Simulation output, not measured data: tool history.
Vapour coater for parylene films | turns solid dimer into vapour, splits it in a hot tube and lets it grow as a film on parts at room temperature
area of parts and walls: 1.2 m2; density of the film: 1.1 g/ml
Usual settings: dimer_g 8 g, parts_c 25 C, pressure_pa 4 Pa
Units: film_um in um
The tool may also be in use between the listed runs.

{"run": 1, "hour": 0.0, "dimer_g": 8, "parts_c": 25, "pressure_pa": 4, "film_um": 4.58}
{"run": 2, "hour": 8.0, "dimer_g": 8, "parts_c": 34, "pressure_pa": 4, "film_um": 3.9}
{"run": 3, "hour": 22.2, "dimer_g": 8, "parts_c": 34, "pressure_pa": 4, "film_um": 3.9}
{"run": 4, "hour": 33.0, "dimer_g": 8, "parts_c": 17, "pressure_pa": 4, "film_um": 5.17}
{"run": 5, "hour": 45.4, "dimer_g": 8, "parts_c": 19, "pressure_pa": 4, "film_um": 4.99}
{"run": 6, "hour": 56.1, "dimer_g": 8, "parts_c": 19, "pressure_pa": 5.59, "film_um": 4.96}
{"run": 7, "hour": 67.4, "dimer_g": 8, "parts_c": 19, "pressure_pa": 5.59, "film_um": 4.87}
{"run": 8, "hour": 78.5, "dimer_g": 8, "parts_c": 19, "pressure_pa": 5.59, "film_um": 4.97}
{"run": 9, "hour": 85.4, "dimer_g": 13, "parts_c": 18, "pressure_pa": 4.79, "film_um": 8.11}
{"run": 10, "hour": 92.7, "dimer_g": 3, "parts_c": 18, "pressure_pa": 8.02, "film_um": 1.86}

Forecast each of these 5 alternatives for the next run:
{"run": "A", "hour": 99.8, "dimer_g": 13, "parts_c": 17, "pressure_pa": 4.13, "film_um": "?"}
{"run": "B", "hour": 99.8, "dimer_g": 3, "parts_c": 19, "pressure_pa": 3.17, "film_um": "?"}
{"run": "C", "hour": 99.8, "dimer_g": 8, "parts_c": 25, "pressure_pa": 3.07, "film_um": "?"}
{"run": "D", "hour": 99.8, "dimer_g": 7, "parts_c": 25, "pressure_pa": 4.66, "film_um": "?"}
{"run": "E", "hour": 99.8, "dimer_g": 3, "parts_c": 23, "pressure_pa": 8.02, "film_um": "?"}

run=A film_um=8.22
run=B film_um=1.84
run=C film_um=4.52
run=D film_um=3.95
run=E film_um=1.68
Without the tool's hidden state the same runs would have given:
run=A film_um=8.84
run=B film_um=1.98
run=C film_um=4.86
run=D film_um=4.24
run=E film_um=1.8
